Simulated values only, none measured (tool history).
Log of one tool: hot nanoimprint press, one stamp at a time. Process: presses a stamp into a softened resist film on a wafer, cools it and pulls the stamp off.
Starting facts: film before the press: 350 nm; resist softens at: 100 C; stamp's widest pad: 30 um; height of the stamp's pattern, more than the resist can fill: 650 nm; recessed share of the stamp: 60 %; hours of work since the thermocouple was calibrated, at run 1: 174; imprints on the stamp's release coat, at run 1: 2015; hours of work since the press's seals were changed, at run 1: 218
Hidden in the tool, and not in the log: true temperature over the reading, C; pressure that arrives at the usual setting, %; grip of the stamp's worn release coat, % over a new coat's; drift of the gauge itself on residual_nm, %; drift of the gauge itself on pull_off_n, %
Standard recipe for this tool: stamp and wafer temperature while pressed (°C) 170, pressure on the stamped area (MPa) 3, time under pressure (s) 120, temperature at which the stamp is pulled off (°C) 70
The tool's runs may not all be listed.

run	hour	stamp and wafer temperature while pressed (°C)	pressure on the stamped area (MPa)	time under pressure (s)	temperature at which the stamp is pulled off (°C)	hours of work since the thermocouple was calibrated	imprints on the stamp's release coat	hours of work since the press's seals were changed	resist left under the stamp's widest pad (angstrom)	greatest force while the stamp is pulled off (N)
1	0	170	3	120	70	174	2015	218	1635	220
2	5.9	170	3	120	70	177	2038	222	1633	214
3	13.5	170	3	120	70	182	2067	226	1634	215
4	19.8	170	3	120	55	185	2090	229	1631	240
5	28.1	181	3	120	70	190	2122	234	1145	221
6	39.5	181	3	120	70	196	2165	241	1146	217
7	48.3	181	3	120	70	201	2199	245	1143	224
8	60	181	3	120	70	208	2243	252	1144	222
# hour 74: stamp cleaned and given a new release coat
9	74	166	3	120	70	212	0	256	1862	162
10	86.3	170	3	120	70	219	47	263	1632	163
11	98.7	170	3	120	70	226	94	270	1630	167
12	109.3	170	3.14	99	70	232	134	276	1689	164
# hour 113.2: plate thermocouple calibrated
13	122.6	170	3.14	99	63	5	173	282	1686	182
# hour 137.1: plate thermocouple calibrated, once more
14	138.9	170	3.14	99	63	1	224	289	1703	182
15	149.9	170	3.14	99	63	7	266	296	1706	173
16	156.6	170	3.14	99	63	11	291	299	1704	182
17	167.8	170	1.81	126	70	17	333	306	2094	170
18	176.1	170	1.81	126	70	22	365	310	2091	173
19	187.7	170	1.81	126	70	28	409	317	2090	175
20	197.8	170	1.81	126	70	34	447	322	2090	176
21	209.1	158	3.44	126	68	40	490	329	2254	172
22	216.4	158	3.44	126	68	44	518	333	2258	179

Consider 4 possible next runs. They are alternatives, not a sequence: every one starts from the tool as it was left by run 22. What does each give?
A	224.2	167	3.44	88	68	49	548	337	?	?
B	224.2	166	2.47	126	68	49	548	337	?	?
C	224.2	170	2.28	120	65	49	548	337	?	?
D	224.2	170	3	60	62	49	548	337	?	?

run	resist left under the stamp's widest pad (angstrom)	greatest force while the stamp is pulled off (N)
A	1853	175
B	2034	180
C	1894	181
D	2028	181
The same runs, with their run-to-run variation unchanged, on a tool lacking any hidden condition would have given:
run	resist left under the stamp's widest pad (angstrom)	greatest force while the stamp is pulled off (N)
A	1843	162
B	2028	166
C	1888	167
D	2020	167

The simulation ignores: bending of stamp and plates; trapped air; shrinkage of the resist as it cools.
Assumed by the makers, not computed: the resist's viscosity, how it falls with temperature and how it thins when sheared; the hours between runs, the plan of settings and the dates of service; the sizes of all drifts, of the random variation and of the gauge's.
